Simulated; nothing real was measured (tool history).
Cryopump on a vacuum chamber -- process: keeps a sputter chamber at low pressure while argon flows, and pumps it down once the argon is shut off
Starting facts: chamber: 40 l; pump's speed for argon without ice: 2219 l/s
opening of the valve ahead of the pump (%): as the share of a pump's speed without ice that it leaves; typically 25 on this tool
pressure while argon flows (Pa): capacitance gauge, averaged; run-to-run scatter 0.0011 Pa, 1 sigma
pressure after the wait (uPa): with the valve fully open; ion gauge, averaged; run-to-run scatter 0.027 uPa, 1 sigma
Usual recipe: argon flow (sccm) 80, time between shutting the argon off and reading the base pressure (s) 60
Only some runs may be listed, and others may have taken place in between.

run   hour  argon flow (sccm)  time between shutting the argon off and reading the base pressure (s)  opening of the valve ahead of the pump (%)  pressure while argon flows (Pa)  pressure after the wait (uPa)
  1    0.0                 80                                                                     60                                          25                           0.2456                           1.28
  2   24.5                 80                                                                     60                                          16                           0.3803                           1.32
  3   56.6                 80                                                                     60                                          16                           0.3818                           1.29
  4   95.1                 80                                                                     60                                          16                           0.3845                           1.25
  5  117.9                 80                                                                     60                                          16                           0.3849                           1.29
  6  158.4                 80                                                                     60                                          16                           0.3844                           1.33
  7  177.1                 80                                                                     60                                          16                           0.3861                           1.33
  8  206.6                 80                                                                     60                                          25                           0.2470                           1.33
  9  224.3                 80                                                                     60                                          25                           0.2504                           1.31
 10  260.5                 80                                                                     60                                          25                           0.2493                           1.32
 11  300.7                 80                                                                     60                                          25                           0.2505                           1.36
 12  327.7                 80                                                                     60                                          25                           0.2506                           1.36
 13  367.9                 80                                                                     60                                          25                           0.2513                           1.34
 14  387.7                129                                                                    181                                          25                           0.4054                           0.69
 15  428.3                123                                                                    181                                          40                           0.2483                           0.75
 16  446.0                123                                                                    181                                          40                           0.2469                           0.71
 17  477.8                 80                                                                    232                                          29                           0.2185                           0.67
 18  510.2                 50                                                                     76                                          29                           0.1376                           1.22
 19  528.8                 37                                                                     61                                          56                           0.0549                           1.43

Predict the results of run 20:
 20  559.4                 33                                                                    152                                          55                                ?                              ?

pressure while argon flows (Pa): 0.0498
pressure after the wait (uPa): 0.79
With the hidden condition absent and the run-to-run variation left alone, this run would have shown pressure while argon flows (Pa) 0.0452, pressure after the wait (uPa) 0.50.
